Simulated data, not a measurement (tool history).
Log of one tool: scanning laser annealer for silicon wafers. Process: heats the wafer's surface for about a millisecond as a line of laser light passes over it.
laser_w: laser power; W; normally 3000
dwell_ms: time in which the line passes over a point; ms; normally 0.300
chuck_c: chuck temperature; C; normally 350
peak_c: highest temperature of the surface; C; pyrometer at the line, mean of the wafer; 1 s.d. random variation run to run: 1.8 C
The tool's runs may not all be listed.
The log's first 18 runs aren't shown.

Run 19, hour 297.5: usual settings but dwell_ms 0.370 ms. Result: peak_c 1142 C.
Run 20, hour 314.6: usual settings but dwell_ms 0.370 ms. Result: peak_c 1139 C.
Run 21, hour 329.7: usual settings but dwell_ms 0.370 ms. Result: peak_c 1139 C.
Run 22, hour 344.8: usual settings but laser_w 2678 W, dwell_ms 0.370 ms, chuck_c 310 C. Result: peak_c 994 C.
Run 23, hour 363.3: usual settings but laser_w 2931 W, dwell_ms 0.301 ms, chuck_c 364 C. Result: peak_c 1045 C.
Run 24, hour 373.8: usual settings but laser_w 3070 W, dwell_ms 0.261 ms, chuck_c 364 C. Result: peak_c 1027 C.
Run 25, hour 392.5: usual settings but laser_w 2560 W, dwell_ms 0.341 ms, chuck_c 364 C. Result: peak_c 979 C.
Run 26, hour 414.3: usual settings but laser_w 3118 W, dwell_ms 0.227 ms, chuck_c 364 C. Result: peak_c 985 C.
At hour 418.2: window over the wafer cleaned.
Run 27, hour 434.8: usual settings but laser_w 2933 W, chuck_c 383 C. Result: peak_c 1048 C.
Run 28, hour 451.9: usual settings but laser_w 3117 W, dwell_ms 0.366 ms, chuck_c 337 C. Result: peak_c 1142 C.
Run 29, hour 474.1: usual settings but laser_w 2753 W, dwell_ms 0.277 ms, chuck_c 371 C. Result: peak_c 958 C.
Run 30, hour 490.5: usual settings but laser_w 2991 W, dwell_ms 0.213 ms, chuck_c 340 C. Result: peak_c 899 C.
Run 31, hour 508.7: usual settings but dwell_ms 0.278 ms, chuck_c 375 C. Result: peak_c 1025 C.
Run 32, hour 520.9: usual settings but dwell_ms 0.278 ms, chuck_c 375 C. Result: peak_c 1026 C.
At hour 527.0: window over the wafer cleaned, once more.
Run 33, hour 542.5: usual settings but laser_w 3254 W. Result: peak_c 1137 C.
Run 34, hour 555.0: usual settings but laser_w 3254 W, dwell_ms 0.336 ms, chuck_c 362 C. Result: peak_c 1205 C.
Run 35, hour 564.7: usual settings but laser_w 3244 W, dwell_ms 0.301 ms, chuck_c 347 C. Result: peak_c 1138 C.
Run 36, hour 582.4: usual settings but laser_w 3214 W, dwell_ms 0.234 ms, chuck_c 347 C. Result: peak_c 1018 C.
Run 37, hour 601.9: usual settings but laser_w 3214 W, dwell_ms 0.234 ms, chuck_c 347 C. Result: peak_c 1014 C.
Run 38, hour 613.5: usual settings but laser_w 3214 W, dwell_ms 0.259 ms, chuck_c 347 C. Result: peak_c 1060 C.
Run 39, hour 633.6: usual settings but laser_w 2706 W, dwell_ms 0.380 ms, chuck_c 347 C. Result: peak_c 1058 C.

Run 40 comes next. What will it give?
Run 40, hour 655.5: usual settings but dwell_ms 0.237 ms, chuck_c 331 C. Result: peak_c ?.

peak_c: 951 C
Minus the tool's unlogged condition, the same run would have read peak_c 963 C.
